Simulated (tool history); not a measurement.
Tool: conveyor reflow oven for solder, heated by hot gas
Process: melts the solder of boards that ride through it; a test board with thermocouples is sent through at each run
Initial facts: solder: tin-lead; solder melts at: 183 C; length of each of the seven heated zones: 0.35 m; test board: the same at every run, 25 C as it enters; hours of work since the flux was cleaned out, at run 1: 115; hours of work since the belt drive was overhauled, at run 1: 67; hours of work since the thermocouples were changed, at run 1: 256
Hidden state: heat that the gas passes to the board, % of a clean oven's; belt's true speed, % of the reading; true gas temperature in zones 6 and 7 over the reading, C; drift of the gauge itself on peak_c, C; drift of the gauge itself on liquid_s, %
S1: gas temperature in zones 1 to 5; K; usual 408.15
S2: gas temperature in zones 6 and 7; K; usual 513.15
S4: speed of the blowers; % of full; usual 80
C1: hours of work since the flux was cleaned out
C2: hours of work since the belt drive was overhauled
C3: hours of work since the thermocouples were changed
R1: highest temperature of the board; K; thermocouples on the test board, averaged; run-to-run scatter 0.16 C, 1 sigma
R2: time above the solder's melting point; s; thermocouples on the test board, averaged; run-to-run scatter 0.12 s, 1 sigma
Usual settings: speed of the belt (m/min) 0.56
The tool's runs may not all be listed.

{"run": 1, "day": 0.0, "S1": 408.15, "S2": 513.15, "speed of the belt (m/min)": 0.56, "S4": 80, "C1": 115, "C2": 67, "C3": 256, "R1": 497.05, "R2": 59.8}
{"run": 2, "day": 0.938, "S1": 408.15, "S2": 513.15, "speed of the belt (m/min)": 0.56, "S4": 80, "C1": 130, "C2": 83, "C3": 272, "R1": 496.75, "R2": 59.9}
{"run": 3, "day": 1.504, "S1": 408.15, "S2": 513.15, "speed of the belt (m/min)": 0.56, "S4": 80, "C1": 139, "C2": 92, "C3": 281, "R1": 496.45, "R2": 59.8}
{"run": 4, "day": 2.125, "S1": 408.15, "S2": 513.15, "speed of the belt (m/min)": 0.56, "S4": 80, "C1": 150, "C2": 102, "C3": 291, "R1": 496.45, "R2": 59.7}
{"run": 5, "day": 2.779, "S1": 408.15, "S2": 513.15, "speed of the belt (m/min)": 0.56, "S4": 63, "C1": 160, "C2": 113, "C3": 302, "R1": 490.75, "R2": 55}
{"run": 6, "day": 3.379, "S1": 408.15, "S2": 513.15, "speed of the belt (m/min)": 0.56, "S4": 63, "C1": 170, "C2": 123, "C3": 312, "R1": 490.75, "R2": 55.1}
{"run": 7, "day": 3.992, "S1": 408.15, "S2": 513.15, "speed of the belt (m/min)": 0.56, "S4": 63, "C1": 180, "C2": 133, "C3": 322, "R1": 490.65, "R2": 54.7}
{"day": 4.288, "done": "flux residue cleaned out of gas plates and filters"}
{"run": 8, "day": 4.854, "S1": 408.15, "S2": 513.15, "speed of the belt (m/min)": 0.56, "S4": 63, "C1": 9, "C2": 144, "C3": 333, "R1": 490.15, "R2": 54.1}
{"run": 9, "day": 5.529, "S1": 408.15, "S2": 513.15, "speed of the belt (m/min)": 0.56, "S4": 63, "C1": 20, "C2": 155, "C3": 344, "R1": 489.85, "R2": 54.2}
{"run": 10, "day": 6.35, "S1": 408.15, "S2": 513.15, "speed of the belt (m/min)": 0.56, "S4": 63, "C1": 34, "C2": 168, "C3": 357, "R1": 489.65, "R2": 54}
{"run": 11, "day": 7.258, "S1": 408.15, "S2": 513.15, "speed of the belt (m/min)": 0.525, "S4": 63, "C1": 49, "C2": 183, "C3": 372, "R1": 491.85, "R2": 59.7}
{"run": 12, "day": 7.725, "S1": 408.15, "S2": 513.15, "speed of the belt (m/min)": 0.56, "S4": 80, "C1": 57, "C2": 191, "C3": 380, "R1": 494.35, "R2": 58.5}
{"run": 13, "day": 8.262, "S1": 408.15, "S2": 513.15, "speed of the belt (m/min)": 0.56, "S4": 80, "C1": 65, "C2": 200, "C3": 389, "R1": 494.65, "R2": 58.4}
{"run": 14, "day": 8.946, "S1": 408.15, "S2": 513.15, "speed of the belt (m/min)": 0.56, "S4": 80, "C1": 77, "C2": 211, "C3": 400, "R1": 494.35, "R2": 58.2}
{"day": 9.417, "done": "flux residue cleaned out of gas plates and filters, once more"}
{"run": 15, "day": 10.217, "S1": 408.15, "S2": 513.15, "speed of the belt (m/min)": 0.5, "S4": 80, "C1": 13, "C2": 228, "C3": 417, "R1": 500.85, "R2": 70.7}
{"run": 16, "day": 10.717, "S1": 412.15, "S2": 513.15, "speed of the belt (m/min)": 0.56, "S4": 80, "C1": 21, "C2": 237, "C3": 426, "R1": 498.05, "R2": 62.3}
{"run": 17, "day": 11.296, "S1": 412.15, "S2": 513.15, "speed of the belt (m/min)": 0.56, "S4": 80, "C1": 31, "C2": 246, "C3": 435, "R1": 497.75, "R2": 62.3}
{"run": 18, "day": 12.162, "S1": 412.15, "S2": 513.15, "speed of the belt (m/min)": 0.56, "S4": 80, "C1": 45, "C2": 260, "C3": 450, "R1": 497.85, "R2": 62.3}
{"run": 19, "day": 13.075, "S1": 412.15, "S2": 513.15, "speed of the belt (m/min)": 0.56, "S4": 80, "C1": 60, "C2": 275, "C3": 465, "R1": 497.35, "R2": 62.3}
{"run": 20, "day": 13.667, "S1": 408.15, "S2": 513.15, "speed of the belt (m/min)": 0.503, "S4": 56, "C1": 70, "C2": 285, "C3": 474, "R1": 492.45, "R2": 63.4}
{"run": 21, "day": 14.142, "S1": 399.15, "S2": 510.15, "speed of the belt (m/min)": 0.56, "S4": 80, "C1": 78, "C2": 293, "C3": 482, "R1": 493.05, "R2": 55}
{"run": 22, "day": 15.0, "S1": 413.15, "S2": 510.15, "speed of the belt (m/min)": 0.523, "S4": 65, "C1": 92, "C2": 307, "C3": 496, "R1": 492.85, "R2": 63.3}
{"run": 23, "day": 15.471, "S1": 413.15, "S2": 526.15, "speed of the belt (m/min)": 0.667, "S4": 62, "C1": 100, "C2": 315, "C3": 504, "R1": 495.75, "R2": 50.1}
{"run": 24, "day": 16.471, "S1": 408.15, "S2": 515.15, "speed of the belt (m/min)": 0.56, "S4": 80, "C1": 116, "C2": 331, "C3": 520, "R1": 498.05, "R2": 61.3}
{"run": 25, "day": 17.296, "S1": 401.15, "S2": 513.15, "speed of the belt (m/min)": 0.56, "S4": 80, "C1": 130, "C2": 345, "C3": 534, "R1": 495.05, "R2": 57}
{"run": 26, "day": 18.242, "S1": 408.15, "S2": 526.15, "speed of the belt (m/min)": 0.49, "S4": 80, "C1": 145, "C2": 360, "C3": 549, "R1": 511.75, "R2": 78.1}
{"run": 27, "day": 18.858, "S1": 408.15, "S2": 513.15, "speed of the belt (m/min)": 0.56, "S4": 77, "C1": 155, "C2": 371, "C3": 560, "R1": 495.05, "R2": 59.3}
{"run": 28, "day": 19.554, "S1": 414.15, "S2": 513.15, "speed of the belt (m/min)": 0.458, "S4": 77, "C1": 167, "C2": 382, "C3": 571, "R1": 500.95, "R2": 80.2}
{"day": 19.771, "done": "thermocouples of zones 6 and 7 changed"}
{"run": 29, "day": 20.329, "S1": 417.15, "S2": 511.15, "speed of the belt (m/min)": 0.458, "S4": 52, "C1": 178, "C2": 393, "C3": 9, "R1": 495.05, "R2": 75.7}

What does the tool deliver on the next run?
{"day": 20.712, "done": "flux residue cleaned out of gas plates and filters"}
{"run": 30, "day": 21.229, "S1": 417.15, "S2": 511.15, "speed of the belt (m/min)": 0.644, "S4": 74, "C1": 9, "C2": 405, "C3": 21, "R1": "?", "R2": "?"}

R1: 493.25 K
R2: 52.4 s
With the hidden condition absent and the run-to-run variation left alone, this run would have shown R1 493.15 K, R2 51.8 s.

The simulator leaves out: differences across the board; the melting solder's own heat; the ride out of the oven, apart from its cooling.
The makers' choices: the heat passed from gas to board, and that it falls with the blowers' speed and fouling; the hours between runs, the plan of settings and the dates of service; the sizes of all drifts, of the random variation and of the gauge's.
